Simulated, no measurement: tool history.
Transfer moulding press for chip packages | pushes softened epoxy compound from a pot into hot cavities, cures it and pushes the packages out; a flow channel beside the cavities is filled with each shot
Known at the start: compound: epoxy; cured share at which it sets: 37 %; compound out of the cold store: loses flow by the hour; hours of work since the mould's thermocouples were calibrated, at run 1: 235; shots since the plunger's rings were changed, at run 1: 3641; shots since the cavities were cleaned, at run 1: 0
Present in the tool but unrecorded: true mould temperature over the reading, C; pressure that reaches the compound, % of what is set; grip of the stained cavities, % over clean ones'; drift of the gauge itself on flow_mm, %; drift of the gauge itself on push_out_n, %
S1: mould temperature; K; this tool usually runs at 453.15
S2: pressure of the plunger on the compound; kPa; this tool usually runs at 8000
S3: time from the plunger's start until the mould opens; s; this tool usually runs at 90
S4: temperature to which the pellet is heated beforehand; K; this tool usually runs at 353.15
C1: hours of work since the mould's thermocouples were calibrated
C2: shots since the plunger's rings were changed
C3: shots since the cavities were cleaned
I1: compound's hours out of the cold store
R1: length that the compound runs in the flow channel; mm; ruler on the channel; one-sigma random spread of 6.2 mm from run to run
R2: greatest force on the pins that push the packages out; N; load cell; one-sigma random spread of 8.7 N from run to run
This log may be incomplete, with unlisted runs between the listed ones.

| run | day | S1 | S2 | S3 | S4 | C1 | C2 | C3 | I1 | R1 | R2 |
|---|---|---|---|---|---|---|---|---|---|---|---|
| 1 | 0.000 | 453.15 | 8000 | 90 | 353.15 | 235 | 3641 | 0 | 34.8 | 703 | 372 |
| 2 | 1.754 | 453.15 | 8000 | 90 | 353.15 | 260 | 4118 | 477 | 39.9 | 675 | 358 |
| 3 | 2.712 | 453.15 | 8000 | 82 | 353.15 | 274 | 4378 | 737 | 25.9 | 742 | 424 |
|  | 4.112 | cavities cleaned with cleaning compound and waxed |
| 4 | 4.754 | 453.15 | 8000 | 90 | 344.15 | 302 | 4917 | 174 | 40.8 | 684 | 365 |
|  | 5.196 | plunger's sealing rings changed |
| 5 | 5.938 | 453.15 | 8000 | 90 | 344.15 | 317 | 201 | 467 | 34.3 | 702 | 360 |
| 6 | 7.700 | 453.15 | 8000 | 90 | 344.15 | 343 | 681 | 947 | 16.5 | 763 | 372 |
|  | 8.396 | cavities cleaned with cleaning compound and waxed |
| 7 | 9.367 | 453.15 | 8000 | 90 | 353.15 | 365 | 1116 | 263 | 11.8 | 790 | 379 |
| 8 | 10.804 | 453.15 | 8000 | 90 | 353.15 | 386 | 1507 | 654 | 46.6 | 653 | 376 |
|  | 12.575 | cavities cleaned with cleaning compound and waxed |
| 9 | 12.788 | 450.15 | 8000 | 128 | 353.15 | 414 | 2029 | 57 | 27.6 | 740 | 311 |
| 10 | 13.954 | 450.15 | 6270 | 128 | 353.15 | 430 | 2347 | 375 | 29.9 | 642 | 326 |
| 11 | 15.496 | 453.15 | 8000 | 90 | 353.15 | 452 | 2765 | 793 | 18.8 | 762 | 386 |
| 12 | 16.488 | 458.15 | 8000 | 111 | 362.15 | 466 | 3036 | 1064 | 16.6 | 763 | 328 |

For run 13, what comes out?
|  | 16.804 | cavities cleaned with cleaning compound and waxed |
| 13 | 17.442 | 458.15 | 8680 | 117 | 353.15 | 479 | 3277 | 172 | 16.4 | ? | ? |

R1: 782 mm
R2: 321 N
Were there no unlogged condition in the tool, this run, its random variation unchanged, would have produced R1 782 mm, R2 320 N.
